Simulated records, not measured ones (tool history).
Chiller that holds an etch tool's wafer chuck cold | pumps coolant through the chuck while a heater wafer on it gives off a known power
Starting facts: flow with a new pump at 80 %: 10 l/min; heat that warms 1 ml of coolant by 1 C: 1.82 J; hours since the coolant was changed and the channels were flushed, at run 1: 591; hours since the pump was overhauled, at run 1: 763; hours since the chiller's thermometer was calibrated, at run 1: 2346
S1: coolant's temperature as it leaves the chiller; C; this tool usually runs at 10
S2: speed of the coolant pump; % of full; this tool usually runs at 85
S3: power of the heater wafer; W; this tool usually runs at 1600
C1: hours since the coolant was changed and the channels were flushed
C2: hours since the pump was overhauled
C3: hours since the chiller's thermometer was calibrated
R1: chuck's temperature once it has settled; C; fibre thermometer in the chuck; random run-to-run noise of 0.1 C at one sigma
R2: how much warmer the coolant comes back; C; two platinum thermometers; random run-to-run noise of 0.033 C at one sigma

{"run": 1, "hour": 0.0, "S1": 10, "S2": 85, "S3": 1600, "C1": 591, "C2": 763, "C3": 2346, "R1": 20.4, "R2": 5.04}
{"hour": 47.1, "done": "chiller's thermometer calibrated"}
{"run": 2, "hour": 49.2, "S1": 10, "S2": 85, "S3": 1600, "C1": 640, "C2": 811, "C3": 2, "R1": 20.4, "R2": 5.01}
{"run": 3, "hour": 84.9, "S1": 10, "S2": 85, "S3": 1600, "C1": 675, "C2": 847, "C3": 38, "R1": 20.5, "R2": 5.01}
{"run": 4, "hour": 117.6, "S1": 10, "S2": 85, "S3": 1640, "C1": 708, "C2": 880, "C3": 71, "R1": 20.7, "R2": 5.1}
{"run": 5, "hour": 145.5, "S1": 10, "S2": 85, "S3": 1640, "C1": 736, "C2": 907, "C3": 98, "R1": 20.6, "R2": 5.18}
{"run": 6, "hour": 178.2, "S1": 10, "S2": 85, "S3": 1019, "C1": 768, "C2": 940, "C3": 131, "R1": 16.8, "R2": 3.15}
{"run": 7, "hour": 208.2, "S1": 10, "S2": 85, "S3": 1600, "C1": 798, "C2": 970, "C3": 161, "R1": 20.5, "R2": 4.98}
{"run": 8, "hour": 260.4, "S1": 10, "S2": 85, "S3": 1600, "C1": 851, "C2": 1022, "C3": 213, "R1": 20.3, "R2": 5.02}
{"run": 9, "hour": 312.7, "S1": 10, "S2": 75, "S3": 1600, "C1": 903, "C2": 1075, "C3": 266, "R1": 21.2, "R2": 5.73}
{"run": 10, "hour": 346.9, "S1": 10, "S2": 85, "S3": 1600, "C1": 937, "C2": 1109, "C3": 300, "R1": 20.5, "R2": 5.01}
{"run": 11, "hour": 383.0, "S1": 10, "S2": 85, "S3": 1600, "C1": 973, "C2": 1145, "C3": 336, "R1": 20.5, "R2": 5}
{"hour": 403.3, "done": "chiller's thermometer calibrated, once more"}
{"run": 12, "hour": 420.8, "S1": 10, "S2": 85, "S3": 1600, "C1": 1010, "C2": 1182, "C3": 17, "R1": 20.3, "R2": 5.03}
{"run": 13, "hour": 477.4, "S1": 10, "S2": 85, "S3": 1600, "C1": 1067, "C2": 1238, "C3": 74, "R1": 20.1, "R2": 5.03}
{"run": 14, "hour": 521.0, "S1": 10, "S2": 85, "S3": 1600, "C1": 1110, "C2": 1282, "C3": 118, "R1": 20.2, "R2": 5.05}
{"run": 15, "hour": 561.2, "S1": 10, "S2": 80, "S3": 1348, "C1": 1151, "C2": 1322, "C3": 158, "R1": 19.1, "R2": 4.5}
{"run": 16, "hour": 601.0, "S1": 10, "S2": 80, "S3": 1348, "C1": 1190, "C2": 1362, "C3": 198, "R1": 19, "R2": 4.52}
{"run": 17, "hour": 655.2, "S1": 10, "S2": 87, "S3": 1682, "C1": 1245, "C2": 1416, "C3": 252, "R1": 20.7, "R2": 5.11}
{"run": 18, "hour": 680.8, "S1": 11, "S2": 74, "S3": 1600, "C1": 1270, "C2": 1442, "C3": 277, "R1": 22.1, "R2": 5.87}
{"run": 19, "hour": 731.7, "S1": 11, "S2": 74, "S3": 1600, "C1": 1321, "C2": 1493, "C3": 328, "R1": 22.2, "R2": 5.85}
{"run": 20, "hour": 767.8, "S1": 5, "S2": 73, "S3": 1600, "C1": 1357, "C2": 1529, "C3": 365, "R1": 16.3, "R2": 5.85}
{"run": 21, "hour": 818.1, "S1": 10, "S2": 74, "S3": 1600, "C1": 1407, "C2": 1579, "C3": 415, "R1": 21.2, "R2": 5.81}

Predict the results of run 22:
{"run": 22, "hour": 858.3, "S1": 18, "S2": 93, "S3": 1600, "C1": 1448, "C2": 1619, "C3": 455, "R1": "?", "R2": "?"}

{"run 22": {"R1": 27.8, "R2": 4.56}}
If the tool had no hidden condition, the same run with the same run-to-run variation would have returned R1 27.6 C, R2 4.46 C.
